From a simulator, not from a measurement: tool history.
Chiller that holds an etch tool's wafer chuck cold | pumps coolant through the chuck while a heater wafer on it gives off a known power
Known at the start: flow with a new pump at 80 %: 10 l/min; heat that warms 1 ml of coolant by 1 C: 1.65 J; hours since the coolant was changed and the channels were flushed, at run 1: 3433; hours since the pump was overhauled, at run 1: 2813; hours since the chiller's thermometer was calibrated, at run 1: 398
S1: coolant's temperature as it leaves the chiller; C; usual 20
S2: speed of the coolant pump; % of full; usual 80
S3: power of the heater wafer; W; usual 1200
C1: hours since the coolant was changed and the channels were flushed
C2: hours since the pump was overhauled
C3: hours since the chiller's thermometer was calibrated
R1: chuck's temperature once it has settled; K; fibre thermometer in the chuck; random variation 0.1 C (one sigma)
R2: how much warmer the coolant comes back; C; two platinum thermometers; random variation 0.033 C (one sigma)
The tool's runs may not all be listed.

run	hour	S1	S2	S3	C1	C2	C3	R1	R2
1	0	20	80	1200	3433	2813	398	303.85	4.76
2	81.2	20	80	1200	3514	2894	479	303.95	4.74
3	150.2	20	80	1200	3583	2963	548	304.15	4.74
4	224.3	20	80	1200	3658	3037	623	304.05	4.73
5	283.9	20	80	1200	3717	3097	682	304.05	4.73
6	380.7	20	80	1200	3814	3193	779	304.25	4.81
7	421.1	20	76	1200	3854	3234	819	304.75	5.13
8	486.5	20	80	1200	3920	3299	885	304.25	4.84
9	573.5	20	80	1200	4007	3386	972	304.25	4.78
10	626.7	20	80	1200	4060	3439	1025	304.25	4.9
11	681.7	20	88	1200	4115	3494	1080	303.35	4.36
12	722	20	65	1200	4155	3535	1120	307.05	6.19
13	780.3	17	80	774	4214	3593	1178	297.45	3.08
14	841.5	20	75	1605	4275	3654	1240	309.35	7.04

Run 15 comes next. What will it give?
# hour 854: coolant pump overhauled
15	918.9	14	68	1605	4347	65	1312	?	?

R1: 305.95 K
R2: 8.25 C
Without the tool's hidden state the same run would have given R1 301.65 K, R2 7.03 C.
